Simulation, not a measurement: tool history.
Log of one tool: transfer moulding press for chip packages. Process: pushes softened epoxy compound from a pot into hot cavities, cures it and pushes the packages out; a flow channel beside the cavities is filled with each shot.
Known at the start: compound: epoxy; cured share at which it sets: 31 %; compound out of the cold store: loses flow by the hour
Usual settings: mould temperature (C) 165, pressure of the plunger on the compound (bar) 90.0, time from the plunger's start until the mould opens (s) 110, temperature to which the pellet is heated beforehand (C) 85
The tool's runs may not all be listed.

run,day,mould temperature (C),pressure of the plunger on the compound (bar),time from the plunger's start until the mould opens (s),temperature to which the pellet is heated beforehand (C),incoming compound's hours out of the cold store,length that the compound runs in the flow channel (mm),greatest force on the pins that push the packages out (N)
1,0.000,165,90.0,110,85,24.8,845,318
# day 1.208: cavities cleaned with cleaning compound and waxed
2,1.692,165,90.0,110,85,41.5,772,282
3,3.167,165,90.0,110,85,41.0,763,346
# day 3.679: cavities cleaned with cleaning compound and waxed
4,4.729,165,90.0,110,85,11.7,880,328
# day 6.088: cavities cleaned with cleaning compound and waxed
5,6.646,165,90.0,110,85,30.2,791,266
# day 8.529: cavities cleaned with cleaning compound and waxed
6,8.529,165,90.0,110,84,32.9,782,247
7,9.542,165,90.0,141,85,20.6,828,248
# day 11.000: cavities cleaned with cleaning compound and waxed
8,11.538,165,90.0,110,85,46.7,715,268
9,13.050,165,90.0,110,93,10.2,850,351
# day 13.483: cavities cleaned with cleaning compound and waxed
# day 13.933: plunger's sealing rings changed
10,14.562,165,90.0,110,93,30.7,819,294
11,15.717,168,90.0,110,85,24.7,825,317
# day 16.150: cavities cleaned with cleaning compound and waxed
12,17.012,165,90.0,110,85,43.5,754,287
13,18.146,165,90.0,110,85,34.1,797,331
# day 18.617: cavities cleaned with cleaning compound and waxed
14,19.375,165,90.0,110,94,29.7,801,283
15,20.679,165,103.4,110,86,16.6,907,330
# day 21.067: cavities cleaned with cleaning compound and waxed
16,21.571,165,103.4,110,86,24.6,868,276
17,22.525,165,103.4,93,93,16.8,900,424
# day 23.475: cavities cleaned with cleaning compound and waxed
18,23.792,165,97.8,110,84,35.9,795,262
19,25.121,165,97.8,110,84,27.5,830,314
# day 26.017: cavities cleaned with cleaning compound and waxed
20,26.275,165,97.8,110,84,42.6,763,257
# day 27.888: plunger's sealing rings changed
21,27.983,165,90.0,107,85,25.1,830,342
# day 28.671: mould's thermocouples calibrated
# day 28.733: cavities cleaned with cleaning compound and waxed
22,29.900,171,90.0,110,85,13.6,865,267
# day 31.221: cavities cleaned with cleaning compound and waxed
23,31.762,171,90.0,141,85,47.2,731,228

The next listed run, before its measurement:
24,32.812,173,68.9,145,77,27.7,?,?

Run 24 gave length that the compound runs in the flow channel (mm) 692, greatest force on the pins that push the packages out (N) 252.
Without the tool's hidden state the same run would have given length that the compound runs in the flow channel (mm) 708, greatest force on the pins that push the packages out (N) 182.
